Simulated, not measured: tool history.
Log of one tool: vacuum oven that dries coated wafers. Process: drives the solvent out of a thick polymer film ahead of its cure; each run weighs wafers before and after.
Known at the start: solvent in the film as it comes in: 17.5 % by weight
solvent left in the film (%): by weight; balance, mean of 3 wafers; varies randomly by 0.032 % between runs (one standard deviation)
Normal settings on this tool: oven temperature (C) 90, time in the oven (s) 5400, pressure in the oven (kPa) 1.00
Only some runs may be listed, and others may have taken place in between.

{"run": 1, "hour": 0.0, "oven temperature (C)": 90, "time in the oven (s)": 5400, "pressure in the oven (kPa)": 1.0, "solvent left in the film (%)": 4.52}
{"run": 2, "hour": 28.6, "oven temperature (C)": 90, "time in the oven (s)": 5400, "pressure in the oven (kPa)": 1.0, "solvent left in the film (%)": 4.43}
{"run": 3, "hour": 77.4, "oven temperature (C)": 90, "time in the oven (s)": 5400, "pressure in the oven (kPa)": 1.0, "solvent left in the film (%)": 4.42}
{"run": 4, "hour": 131.9, "oven temperature (C)": 90, "time in the oven (s)": 5400, "pressure in the oven (kPa)": 1.0, "solvent left in the film (%)": 4.44}
{"run": 5, "hour": 172.4, "oven temperature (C)": 90, "time in the oven (s)": 5400, "pressure in the oven (kPa)": 1.0, "solvent left in the film (%)": 4.48}
{"run": 6, "hour": 214.6, "oven temperature (C)": 90, "time in the oven (s)": 5400, "pressure in the oven (kPa)": 1.0, "solvent left in the film (%)": 4.45}
{"run": 7, "hour": 266.0, "oven temperature (C)": 92, "time in the oven (s)": 5400, "pressure in the oven (kPa)": 1.0, "solvent left in the film (%)": 3.7}
{"hour": 295.8, "done": "oven's thermocouples calibrated"}
{"run": 8, "hour": 302.8, "oven temperature (C)": 92, "time in the oven (s)": 5400, "pressure in the oven (kPa)": 1.0, "solvent left in the film (%)": 3.74}
{"run": 9, "hour": 342.4, "oven temperature (C)": 92, "time in the oven (s)": 5400, "pressure in the oven (kPa)": 1.0, "solvent left in the film (%)": 3.73}
{"run": 10, "hour": 397.6, "oven temperature (C)": 90, "time in the oven (s)": 6000, "pressure in the oven (kPa)": 1.0, "solvent left in the film (%)": 3.94}
{"run": 11, "hour": 446.9, "oven temperature (C)": 90, "time in the oven (s)": 5400, "pressure in the oven (kPa)": 1.0, "solvent left in the film (%)": 4.45}
{"run": 12, "hour": 480.7, "oven temperature (C)": 80, "time in the oven (s)": 4980, "pressure in the oven (kPa)": 1.38, "solvent left in the film (%)": 9.08}
{"run": 13, "hour": 507.4, "oven temperature (C)": 80, "time in the oven (s)": 4980, "pressure in the oven (kPa)": 1.51, "solvent left in the film (%)": 9.21}
{"run": 14, "hour": 553.3, "oven temperature (C)": 97, "time in the oven (s)": 5400, "pressure in the oven (kPa)": 0.88, "solvent left in the film (%)": 2.12}
{"run": 15, "hour": 577.7, "oven temperature (C)": 97, "time in the oven (s)": 5400, "pressure in the oven (kPa)": 0.88, "solvent left in the film (%)": 2.08}
{"run": 16, "hour": 606.3, "oven temperature (C)": 90, "time in the oven (s)": 5460, "pressure in the oven (kPa)": 1.4, "solvent left in the film (%)": 4.67}
{"run": 17, "hour": 643.0, "oven temperature (C)": 100, "time in the oven (s)": 9360, "pressure in the oven (kPa)": 1.0, "solvent left in the film (%)": 0.77}

Run 18 is up next; what results do you expect?
{"run": 18, "hour": 665.5, "oven temperature (C)": 100, "time in the oven (s)": 9360, "pressure in the oven (kPa)": 1.0, "solvent left in the film (%)": "?"}

Logged for run 18: solvent left in the film (%) 0.74.
Minus the tool's unlogged condition, the same run would have read solvent left in the film (%) 0.74.

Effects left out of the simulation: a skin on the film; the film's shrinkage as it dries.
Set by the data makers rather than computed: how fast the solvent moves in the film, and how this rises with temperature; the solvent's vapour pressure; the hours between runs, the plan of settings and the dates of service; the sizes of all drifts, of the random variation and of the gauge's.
